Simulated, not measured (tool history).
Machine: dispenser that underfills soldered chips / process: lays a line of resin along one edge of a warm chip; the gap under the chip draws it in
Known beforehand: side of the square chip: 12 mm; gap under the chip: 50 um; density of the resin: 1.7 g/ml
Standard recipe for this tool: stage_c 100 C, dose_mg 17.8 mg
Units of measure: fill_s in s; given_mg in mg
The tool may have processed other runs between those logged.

run,hour,stage_c,dose_mg,fill_s,given_mg
1,0.0,100,17.8,80.2,16.87
# hour 4.0: dispensing valve cleaned and set on the balance
2,4.9,100,17.8,91.7,17.75
# hour 6.1: new syringe of resin
3,7.5,100,17.8,75.0,17.68
4,11.2,100,17.8,88.2,17.69
# hour 13.7: new syringe of resin
5,13.7,100,17.8,69.6,17.77
6,18.2,93,17.8,114.1,17.80
# hour 21.6: new syringe of resin
7,23.0,93,17.8,100.4,17.66
8,26.3,93,17.8,115.1,17.60
9,28.8,100,19.8,93.5,19.58
# hour 29.4: new syringe of resin
10,32.0,100,19.8,77.0,19.51
11,34.5,100,19.8,84.6,19.67
# hour 37.2: new syringe of resin
12,38.7,100,19.8,73.2,19.46
13,43.2,88,15.3,156.6,15.05
# hour 45.1: new syringe of resin
14,47.5,106,17.8,62.1,17.54
15,51.8,90,18.5,143.2,18.18
# hour 52.8: new syringe of resin
16,55.2,98,18.1,84.1,17.68
17,57.2,95,18.3,103.0,17.86
18,59.7,88,20.3,150.6,19.71
# hour 60.8: new syringe of resin
19,62.6,108,20.8,54.3,20.37
20,65.7,108,20.8,60.3,20.32
# hour 68.8: new syringe of resin
21,70.4,108,20.8,53.3,20.24
22,74.3,96,21.4,101.8,20.96
# hour 76.7: new syringe of resin
23,78.0,90,15.7,114.3,15.33

Each row is a separate what-if for the run after 23, all from the same tool condition, not one after another. Results?
A,81.6,92,16.2,?,?
B,81.6,90,16.4,?,?
C,81.6,103,17.6,?,?

run,fill_s,given_mg
A,121.1,15.82
B,128.7,15.94
C,75.5,17.18
With the hidden condition removed and each run's random variation left untouched, the same runs would have given:
run,fill_s,given_mg
A,103.3,16.27
B,109.8,16.40
C,64.5,17.67
